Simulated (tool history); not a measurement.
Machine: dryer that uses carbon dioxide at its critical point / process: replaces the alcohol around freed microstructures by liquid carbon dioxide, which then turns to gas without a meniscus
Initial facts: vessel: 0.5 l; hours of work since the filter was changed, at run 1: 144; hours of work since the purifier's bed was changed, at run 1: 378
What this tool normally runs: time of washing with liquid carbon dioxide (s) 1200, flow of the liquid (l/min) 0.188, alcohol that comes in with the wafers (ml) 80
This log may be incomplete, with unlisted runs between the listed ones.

run,hour,time of washing with liquid carbon dioxide (s),flow of the liquid (l/min),alcohol that comes in with the wafers (ml),hours of work since the filter was changed,hours of work since the purifier's bed was changed,alcohol left in the vessel before it's heated (ppm by volume)
1,0.0,1200,0.188,80,144,378,436
2,18.8,1200,0.198,80,153,386,353
3,43.3,1200,0.188,80,164,397,465
4,56.2,1200,0.188,80,169,403,455
5,83.2,1200,0.188,80,181,415,463
6,96.8,1560,0.188,80,188,421,221
7,111.7,1560,0.188,80,194,428,222
8,130.2,1560,0.188,80,202,436,239
9,147.9,1200,0.188,95,210,444,563
10,164.0,1200,0.188,95,217,451,564
11,190.1,1200,0.188,95,229,463,580
12,212.1,1200,0.188,95,239,472,571
13,232.8,1440,0.188,80,248,482,301
14,253.5,1920,0.188,80,257,491,202
15,267.1,1200,0.188,80,263,497,568
16,291.8,1200,0.188,80,274,508,567
17,318.5,780,0.188,80,286,520,3270
18,336.3,1440,0.188,80,294,528,347
19,359.2,1200,0.188,80,304,538,606
20,371.6,1200,0.188,80,310,543,614
21,399.1,1200,0.236,80,322,556,315
22,410.9,1200,0.118,80,327,561,4372
23,433.1,1200,0.118,80,337,571,4490
# hour 453.8: purifier's bed changed
24,464.4,1200,0.118,80,350,5,4396
25,478.1,1200,0.252,27,356,11,32
26,498.7,1920,0.154,80,365,20,93
27,514.3,1200,0.188,29,372,27,180
28,527.2,780,0.176,41,378,33,2301
29,547.9,1200,0.145,34,387,42,833
30,571.4,1440,0.153,34,398,52,262
# hour 578.3: inlet filter changed
31,585.8,1200,0.216,48,3,58,70
32,608.2,1380,0.188,80,13,68,105
33,626.1,1380,0.188,80,21,76,116
34,639.5,1560,0.152,23,27,82,91
35,656.1,1620,0.163,27,35,90,67
36,677.9,1620,0.163,27,44,99,65
37,698.8,1620,0.163,27,54,109,87
38,717.8,1620,0.163,27,62,117,72
39,734.6,1020,0.274,66,70,125,83
40,750.7,1140,0.188,40,77,132,228
41,766.2,1380,0.239,63,84,139,67
42,778.8,1200,0.198,32,89,144,134
43,790.3,1800,0.154,80,94,149,125
44,813.6,1320,0.171,107,105,160,424
45,841.7,1260,0.126,25,117,172,657
46,856.7,1260,0.126,25,124,179,677
47,885.1,1260,0.126,25,137,192,711

4 ways to go on from here, each from the tool as it stands after run 47. What would each give?
A,907.8,1260,0.237,52,147,202,?
B,907.8,840,0.253,33,147,202,?
C,907.8,1680,0.188,34,147,202,?
D,907.8,1200,0.160,115,147,202,?

run,alcohol left in the vessel before it's heated (ppm by volume)
A,101
B,229
C,101
D,1176
Stripped of hidden state, with their random variation kept, the same runs would have yielded:
run,alcohol left in the vessel before it's heated (ppm by volume)
A,12
B,111
C,14
D,827
